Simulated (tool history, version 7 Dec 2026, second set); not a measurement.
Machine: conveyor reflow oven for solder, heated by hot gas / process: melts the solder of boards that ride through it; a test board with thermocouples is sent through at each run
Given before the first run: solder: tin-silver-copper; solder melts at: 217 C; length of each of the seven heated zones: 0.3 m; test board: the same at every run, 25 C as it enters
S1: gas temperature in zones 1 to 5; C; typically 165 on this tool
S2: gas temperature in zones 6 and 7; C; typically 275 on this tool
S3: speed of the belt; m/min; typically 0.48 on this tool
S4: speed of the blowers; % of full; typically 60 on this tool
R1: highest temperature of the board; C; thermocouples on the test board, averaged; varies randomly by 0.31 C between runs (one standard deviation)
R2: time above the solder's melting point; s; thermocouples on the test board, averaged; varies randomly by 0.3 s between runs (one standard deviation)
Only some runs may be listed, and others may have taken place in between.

{"run": 1, "hour": 0.0, "S1": 165, "S2": 275, "S3": 0.48, "S4": 60, "R1": 246.8, "R2": 46.9}
{"run": 2, "hour": 38.2, "S1": 165, "S2": 275, "S3": 0.48, "S4": 60, "R1": 246.1, "R2": 46.8}
{"run": 3, "hour": 73.6, "S1": 165, "S2": 275, "S3": 0.48, "S4": 60, "R1": 246.3, "R2": 46.1}
{"run": 4, "hour": 113.3, "S1": 165, "S2": 275, "S3": 0.48, "S4": 60, "R1": 246.1, "R2": 46.1}
{"hour": 157.5, "done": "flux residue cleaned out of gas plates and filters"}
{"run": 5, "hour": 165.8, "S1": 165, "S2": 275, "S3": 0.48, "S4": 82, "R1": 257.9, "R2": 57.4}
{"run": 6, "hour": 187.7, "S1": 165, "S2": 275, "S3": 0.48, "S4": 69, "R1": 253.5, "R2": 54}
{"run": 7, "hour": 233.1, "S1": 165, "S2": 280, "S3": 0.48, "S4": 69, "R1": 257.1, "R2": 56.5}
{"run": 8, "hour": 260.6, "S1": 165, "S2": 280, "S3": 0.48, "S4": 69, "R1": 258.1, "R2": 56.9}
{"run": 9, "hour": 297.0, "S1": 165, "S2": 280, "S3": 0.48, "S4": 69, "R1": 257.7, "R2": 56.9}
{"run": 10, "hour": 345.1, "S1": 165, "S2": 275, "S3": 0.48, "S4": 60, "R1": 248.5, "R2": 50.5}
{"run": 11, "hour": 371.2, "S1": 165, "S2": 275, "S3": 0.48, "S4": 60, "R1": 249.3, "R2": 50.1}
{"hour": 381.8, "done": "belt drive overhauled, speed set with a stopwatch"}
{"run": 12, "hour": 417.9, "S1": 165, "S2": 275, "S3": 0.48, "S4": 60, "R1": 248.5, "R2": 48.1}
{"run": 13, "hour": 465.5, "S1": 165, "S2": 275, "S3": 0.48, "S4": 60, "R1": 248.6, "R2": 47.9}
{"run": 14, "hour": 486.5, "S1": 165, "S2": 275, "S3": 0.48, "S4": 52, "R1": 244.2, "R2": 43.8}
{"run": 15, "hour": 521.7, "S1": 165, "S2": 275, "S3": 0.48, "S4": 52, "R1": 244.7, "R2": 43.9}
{"run": 16, "hour": 544.7, "S1": 165, "S2": 275, "S3": 0.48, "S4": 52, "R1": 244.3, "R2": 43}
{"run": 17, "hour": 564.9, "S1": 165, "S2": 289, "S3": 0.44, "S4": 56, "R1": 260.9, "R2": 63.3}
{"run": 18, "hour": 613.2, "S1": 165, "S2": 275, "S3": 0.527, "S4": 82, "R1": 251.2, "R2": 47}
{"run": 19, "hour": 643.5, "S1": 165, "S2": 275, "S3": 0.447, "S4": 60, "R1": 250.4, "R2": 54.8}
{"run": 20, "hour": 667.4, "S1": 154, "S2": 287, "S3": 0.475, "S4": 62, "R1": 256, "R2": 51.8}
{"run": 21, "hour": 706.9, "S1": 165, "S2": 275, "S3": 0.504, "S4": 60, "R1": 244.8, "R2": 42.1}
{"run": 22, "hour": 749.6, "S1": 176, "S2": 270, "S3": 0.548, "S4": 72, "R1": 244.3, "R2": 42.7}
{"hour": 765.3, "done": "thermocouples of zones 6 and 7 changed"}
{"run": 23, "hour": 782.0, "S1": 176, "S2": 270, "S3": 0.548, "S4": 72, "R1": 245.7, "R2": 43.8}
{"run": 24, "hour": 807.7, "S1": 176, "S2": 270, "S3": 0.548, "S4": 72, "R1": 245.6, "R2": 42.8}
{"run": 25, "hour": 833.9, "S1": 176, "S2": 270, "S3": 0.548, "S4": 72, "R1": 245.9, "R2": 43}
{"run": 26, "hour": 869.6, "S1": 176, "S2": 270, "S3": 0.548, "S4": 72, "R1": 245.5, "R2": 43}
{"run": 27, "hour": 903.0, "S1": 176, "S2": 270, "S3": 0.548, "S4": 72, "R1": 245, "R2": 42.9}
{"run": 28, "hour": 933.8, "S1": 174, "S2": 275, "S3": 0.48, "S4": 60, "R1": 250.3, "R2": 52.6}
{"run": 29, "hour": 976.0, "S1": 174, "S2": 275, "S3": 0.48, "S4": 60, "R1": 249.4, "R2": 52.8}
{"run": 30, "hour": 1011.1, "S1": 174, "S2": 275, "S3": 0.48, "S4": 60, "R1": 249.5, "R2": 52.3}
{"run": 31, "hour": 1039.8, "S1": 159, "S2": 275, "S3": 0.567, "S4": 65, "R1": 239.8, "R2": 31.2}
{"run": 32, "hour": 1071.3, "S1": 171, "S2": 275, "S3": 0.48, "S4": 60, "R1": 248.1, "R2": 49.3}

Below, each run's measurement less what the same run would have read without the hidden state. Both values contain the same run-to-run variation, but the gauge's scatter may not be the same in both:
What the log doesn't record here: heat that the gas passes to the board, % of a clean oven's; belt's true speed, % of the reading; true gas temperature in zones 6 and 7 over the reading, C; drift of the gauge itself on peak_c, C; drift of the gauge itself on liquid_s, %.
run=1 R1=-4.6 R2=-4.1
run=2 R1=-4.8 R2=-4.3
run=3 R1=-5 R2=-4.4
run=4 R1=-5.2 R2=-4.7
run=5 R1=-1.1 R2=+0
run=6 R1=-1.1 R2=-0.1
run=7 R1=-1.4 R2=-0.2
run=8 R1=-1.5 R2=-0.3
run=9 R1=-1.7 R2=-0.4
run=10 R1=-1.8 R2=-0.9
run=11 R1=-2 R2=-1.1
run=12 R1=-2.7 R2=-2.5
run=13 R1=-2.9 R2=-2.7
run=14 R1=-2.9 R2=-2.9
run=15 R1=-3 R2=-3.2
run=16 R1=-3.2 R2=-3.3
run=17 R1=-3.4 R2=-2.4
run=18 R1=-4.2 R2=-3.1
run=19 R1=-3.7 R2=-3.4
run=20 R1=-4.4 R2=-3.2
run=21 R1=-4.2 R2=-4.1
run=22 R1=-4.5 R2=-4.1
run=23 R1=-3 R2=-3
run=24 R1=-3.2 R2=-3.1
run=25 R1=-3.4 R2=-3.2
run=26 R1=-3.5 R2=-3.4
run=27 R1=-3.7 R2=-3.6
run=28 R1=-3.3 R2=-3.2
run=29 R1=-3.6 R2=-3.4
run=30 R1=-3.7 R2=-3.6
run=31 R1=-5.2 R2=-5.3
run=32 R1=-4.1 R2=-4

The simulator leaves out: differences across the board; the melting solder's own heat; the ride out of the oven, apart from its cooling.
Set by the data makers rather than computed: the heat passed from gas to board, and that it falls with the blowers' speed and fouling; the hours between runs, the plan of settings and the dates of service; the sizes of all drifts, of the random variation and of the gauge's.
